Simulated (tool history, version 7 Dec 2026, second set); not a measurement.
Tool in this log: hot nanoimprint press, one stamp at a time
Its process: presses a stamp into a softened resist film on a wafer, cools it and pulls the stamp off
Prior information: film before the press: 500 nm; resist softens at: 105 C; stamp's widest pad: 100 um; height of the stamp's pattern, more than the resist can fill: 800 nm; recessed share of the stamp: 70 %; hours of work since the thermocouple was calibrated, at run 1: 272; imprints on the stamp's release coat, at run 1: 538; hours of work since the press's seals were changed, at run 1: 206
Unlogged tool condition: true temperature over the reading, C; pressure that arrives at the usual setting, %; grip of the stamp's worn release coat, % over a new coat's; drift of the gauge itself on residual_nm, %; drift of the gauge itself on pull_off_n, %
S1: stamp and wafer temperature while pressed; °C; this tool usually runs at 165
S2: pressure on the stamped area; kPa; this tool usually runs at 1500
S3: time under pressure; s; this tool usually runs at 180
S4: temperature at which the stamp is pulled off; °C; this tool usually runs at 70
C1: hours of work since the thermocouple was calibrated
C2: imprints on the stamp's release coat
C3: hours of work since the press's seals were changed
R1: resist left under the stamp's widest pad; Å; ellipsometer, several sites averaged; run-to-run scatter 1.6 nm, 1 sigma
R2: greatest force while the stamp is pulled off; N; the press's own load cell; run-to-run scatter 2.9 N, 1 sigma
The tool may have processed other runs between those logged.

Run 1, hour 0.0: usual settings; C1 272; C2 538; C3 206. Result: R1 2584 Å, R2 152 N.
Run 2, hour 17.1: usual settings; C1 281; C2 609; C3 215. Result: R1 2570 Å, R2 162 N.
Run 3, hour 48.6: usual settings; C1 298; C2 741; C3 232. Result: R1 2561 Å, R2 162 N.
Run 4, hour 76.6: usual settings; C1 313; C2 857; C3 247. Result: R1 2549 Å, R2 171 N.
Run 5, hour 110.2: usual settings; C1 331; C2 997; C3 265. Result: R1 2568 Å, R2 182 N.
Run 6, hour 125.3: usual settings; C1 339; C2 1060; C3 273. Result: R1 2561 Å, R2 175 N.
Run 7, hour 148.2: usual settings; C1 351; C2 1156; C3 285. Result: R1 2594 Å, R2 185 N.
Run 8, hour 173.9: usual settings; C1 365; C2 1263; C3 299. Result: R1 2582 Å, R2 191 N.
At hour 201.1: stamp cleaned and given a new release coat.
Run 9, hour 201.7: usual settings; C1 377; C2 3; C3 311. Result: R1 2591 Å, R2 135 N.
Run 10, hour 230.6: usual settings but S4 60 °C; C1 392; C2 123; C3 326. Result: R1 2578 Å, R2 154 N.
At hour 243.8: plate thermocouple calibrated.
Run 11, hour 248.9: usual settings; C1 3; C2 187; C3 334. Result: R1 2510 Å, R2 143 N.
Run 12, hour 272.0: usual settings but S4 58 °C; C1 15; C2 284; C3 347. Result: R1 2495 Å, R2 161 N.
Run 13, hour 292.6: usual settings but S4 58 °C; C1 26; C2 369; C3 358. Result: R1 2499 Å, R2 168 N.
Run 14, hour 320.8: usual settings but S4 58 °C; C1 41; C2 487; C3 373. Result: R1 2509 Å, R2 161 N.
Run 15, hour 342.2: usual settings; C1 52; C2 576; C3 384. Result: R1 2499 Å, R2 161 N.
Run 16, hour 361.1: usual settings but S2 1300 kPa, S3 163 s, S4 68 °C; C1 63; C2 655; C3 394. Result: R1 2758 Å, R2 166 N.
Run 17, hour 392.2: usual settings but S2 1300 kPa, S3 163 s, S4 68 °C; C1 79; C2 785; C3 411. Result: R1 2777 Å, R2 176 N.
Run 18, hour 415.5: usual settings but S2 1300 kPa, S3 163 s, S4 68 °C; C1 92; C2 881; C3 423. Result: R1 2774 Å, R2 176 N.
Run 19, hour 444.1: usual settings but S1 168 °C, S2 1280 kPa; C1 107; C2 1001; C3 438. Result: R1 2296 Å, R2 175 N.
Run 20, hour 478.5: usual settings but S1 168 °C, S2 1280 kPa; C1 125; C2 1144; C3 457. Result: R1 2289 Å, R2 176 N.
Run 21, hour 505.7: usual settings but S3 130 s, S4 68 °C; C1 140; C2 1258; C3 471. Result: R1 2849 Å, R2 194 N.
Run 22, hour 524.6: usual settings but S3 130 s, S4 68 °C; C1 150; C2 1336; C3 481. Result: R1 2863 Å, R2 193 N.
At hour 534.6: stamp cleaned and given a new release coat.
Run 23, hour 555.7: usual settings but S1 166 °C, S2 1640 kPa, S3 239 s, S4 69 °C; C1 163; C2 88; C3 495. Result: R1 2096 Å, R2 135 N.
Run 24, hour 588.7: usual settings but S1 174 °C, S2 1000 kPa, S3 348 s, S4 69 °C; C1 181; C2 226; C3 512. Result: R1 1427 Å, R2 153 N.
Run 25, hour 604.2: usual settings but S1 174 °C, S2 1000 kPa, S3 348 s, S4 74 °C; C1 189; C2 290; C3 520. Result: R1 1419 Å, R2 144 N.
Run 26, hour 630.1: usual settings but S1 169 °C, S3 128 s, S4 73 °C; C1 203; C2 398; C3 534. Result: R1 2316 Å, R2 149 N.
Run 27, hour 653.9: usual settings but S1 169 °C, S3 128 s, S4 73 °C; C1 215; C2 497; C3 547. Result: R1 2342 Å, R2 152 N.
Run 28, hour 677.9: usual settings but S1 158 °C, S3 151 s, S4 73 °C; C1 228; C2 598; C3 560. Result: R1 3742 Å, R2 165 N.
Run 29, hour 709.3: usual settings but S1 158 °C, S3 141 s, S4 56 °C; C1 245; C2 728; C3 576. Result: R1 3820 Å, R2 177 N.
Run 30, hour 737.1: usual settings but S2 1020 kPa, S4 67 °C; C1 260; C2 844; C3 591. Result: R1 3018 Å, R2 184 N.

Branching from run 30: 4 alternative next runs. What would each branch give?
Run A, hour 767.9: usual settings but S1 158 °C, S3 236 s, S4 77 °C; C1 276; C2 973; C3 608. Result: R1 ?, R2 ?.
Run B, hour 767.9: usual settings but S3 131 s; C1 276; C2 973; C3 608. Result: R1 ?, R2 ?.
Run C, hour 767.9: usual settings but S1 162 °C, S2 1020 kPa, S4 67 °C; C1 276; C2 973; C3 608. Result: R1 ?, R2 ?.
Run D, hour 767.9: usual settings but S4 74 °C; C1 276; C2 973; C3 608. Result: R1 ?, R2 ?.

run    R1   R2
  A  3365  173
  B  2889  174
  C  3424  179
  D  2606  173
Without the tool's unlogged condition, the same runs would have read:
run    R1   R2
  A  3251  134
  B  2778  134
  C  3329  138
  D  2498  134
